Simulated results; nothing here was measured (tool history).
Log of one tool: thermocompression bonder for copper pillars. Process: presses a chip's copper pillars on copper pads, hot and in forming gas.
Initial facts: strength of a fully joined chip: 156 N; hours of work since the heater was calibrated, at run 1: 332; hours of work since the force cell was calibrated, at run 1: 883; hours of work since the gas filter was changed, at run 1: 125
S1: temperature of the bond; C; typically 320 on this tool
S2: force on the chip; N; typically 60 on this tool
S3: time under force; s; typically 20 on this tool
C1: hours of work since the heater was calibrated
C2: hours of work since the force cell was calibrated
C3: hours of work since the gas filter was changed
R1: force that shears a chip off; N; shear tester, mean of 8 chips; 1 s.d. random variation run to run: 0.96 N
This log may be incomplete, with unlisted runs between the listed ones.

run 1 hour=0 | S1=320 S2=60 S3=20 | C1=332 C2=883 C3=125 | R1=76.7
run 2 hour=25.5 | S1=320 S2=60 S3=20 | C1=347 C2=898 C3=140 | R1=75.5
run 3 hour=48.4 | S1=320 S2=60 S3=20 | C1=360 C2=911 C3=153 | R1=73.8
run 4 hour=71.5 | S1=320 S2=60 S3=20 | C1=374 C2=925 C3=167 | R1=73.8
run 5 hour=91.2 | S1=320 S2=60 S3=20 | C1=385 C2=937 C3=178 | R1=74.2
run 6 hour=104.1 | S1=320 S2=60 S3=19 | C1=393 C2=944 C3=186 | R1=71
-- hour=109 heater calibrated with a thermocouple chip
run 7 hour=133.1 | S1=320 S2=60 S3=51 | C1=14 C2=960 C3=202 | R1=97.9
run 8 hour=148.2 | S1=346 S2=60 S3=40 | C1=23 C2=969 C3=211 | R1=105.2
run 9 hour=161.2 | S1=317 S2=46 S3=40 | C1=31 C2=977 C3=218 | R1=74.8
run 10 hour=185.7 | S1=317 S2=46 S3=40 | C1=45 C2=991 C3=233 | R1=72.5
run 11 hour=204.4 | S1=317 S2=46 S3=40 | C1=56 C2=1002 C3=244 | R1=75
run 12 hour=232.8 | S1=345 S2=74 S3=20 | C1=73 C2=1019 C3=260 | R1=94.1
run 13 hour=247.8 | S1=303 S2=74 S3=20 | C1=82 C2=1027 C3=269 | R1=71.1
-- hour=260.8 heater calibrated with a thermocouple chip, once more
run 14 hour=274.1 | S1=337 S2=43 S3=37 | C1=8 C2=1042 C3=283 | R1=82

Each row is a separate what-if for the run after 14, all from the same tool condition, not one after another. Results?
run A hour=291.4 | S1=337 S2=54 S3=37 | C1=18 C2=1052 C3=294 | R1=?
run B hour=291.4 | S1=299 S2=60 S3=56 | C1=18 C2=1052 C3=294 | R1=?
run C hour=291.4 | S1=336 S2=60 S3=34 | C1=18 C2=1052 C3=294 | R1=?

run=A R1=92.9
run=B R1=87.2
run=C R1=96.7
Had the tool no hidden state, the same runs would have come out as:
run=A R1=104.7
run=B R1=98.7
run=C R1=108.7
